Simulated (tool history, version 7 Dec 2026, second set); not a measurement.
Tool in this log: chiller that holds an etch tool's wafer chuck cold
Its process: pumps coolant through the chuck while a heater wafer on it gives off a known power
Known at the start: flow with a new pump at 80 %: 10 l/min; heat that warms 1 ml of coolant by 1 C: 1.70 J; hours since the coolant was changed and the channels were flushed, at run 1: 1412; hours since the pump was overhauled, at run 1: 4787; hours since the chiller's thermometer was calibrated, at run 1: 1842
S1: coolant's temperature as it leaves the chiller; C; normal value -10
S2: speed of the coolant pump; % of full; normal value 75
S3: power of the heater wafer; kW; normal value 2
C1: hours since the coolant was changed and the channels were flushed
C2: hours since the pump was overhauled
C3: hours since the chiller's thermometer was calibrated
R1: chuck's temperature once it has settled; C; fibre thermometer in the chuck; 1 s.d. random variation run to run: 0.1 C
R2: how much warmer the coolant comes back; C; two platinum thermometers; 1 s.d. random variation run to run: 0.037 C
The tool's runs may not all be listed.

run    hour   S1  S2     S3    C1    C2    C3    R1     R2
  1       0  -10  75      2  1412  4787  1842   6.8   8.44
      106.3  -- coolant pump overhauled
  2   126.6  -10  75      2  1533    20  1964   5.6   7.43
  3   208.7  -10  75      2  1615   102  2046   5.5   7.48
  4   297.7  -10  75      2  1704   191  2135   5.7   7.51
  5   374.4  -10  66      2  1781   268  2212   7.1   8.49
  6   490.6  -10  75      2  1897   384  2328   5.9   7.58
  7   563.5  -10  75      2  1970   457  2401   5.8   7.63
  8     659  -10  65      2  2066   553  2496   7.3   8.65
      729.5  -- chiller's thermometer calibrated
  9   731.9  -10  65      2  2138   625     2   6.7    8.7
 10   843.2  -10  65      2  2249   736   114   6.8   8.73
 11   950.4  -14  65      2  2356   843   221   2.9   8.72
 12  1057.5  -14  65      2  2463   950   328   3.2   8.79
 13  1134.8  -15  60    1.4  2541  1027   405  -2.5   6.59
 14    1216  -15  60  2.701  2622  1109   486   9.4  12.79
     1321.1  -- coolant changed, channels flushed
 15  1322.5  -15  60  2.701     1  1209   587   7.9  12.77
 16  1428.5   -6  82  1.775   107  1315   693   6.5   6.33
 17  1495.2   -3  72      2   174  1382   760  12.4   8.02
 18  1582.1   -8  75  2.086   261  1469   847   7.6   8.09
 19  1693.6  -10  61      2   373  1580   958   7.2   9.47
 20  1776.3   -8  86  2.996   455  1663  1041  12.7  10.21
 21  1897.2  -12  68      2   576  1784  1162   4.3   8.55
 22  2001.9  -12  61  1.973   681  1889  1266   5.2   9.35
 23    2089  -14  99  2.737   768  1976  1353   3.6   8.23

Predict each of these 4 candidate next runs independently; none follows another, all start after run 23:
  A  2212.2   -7  62  2.737  891  2099  1477   ?   ?
  B  2212.2  -14  71  1.052  891  2099  1477   ?   ?
  C  2212.2  -14  68  2.737  891  2099  1477   ?   ?
  D  2212.2  -14  92  2.862  891  2099  1477   ?   ?

run    R1     R2
  A  16.9  12.78
  B  -5.3   4.37
  C   8.3  11.87
  D   5.5   9.31
The same runs, with their run-to-run variation unchanged, on a tool lacking any hidden condition would have given:
run    R1     R2
  A  15.2   12.2
  B  -6.2   4.17
  C   6.7  11.33
  D     4   8.89

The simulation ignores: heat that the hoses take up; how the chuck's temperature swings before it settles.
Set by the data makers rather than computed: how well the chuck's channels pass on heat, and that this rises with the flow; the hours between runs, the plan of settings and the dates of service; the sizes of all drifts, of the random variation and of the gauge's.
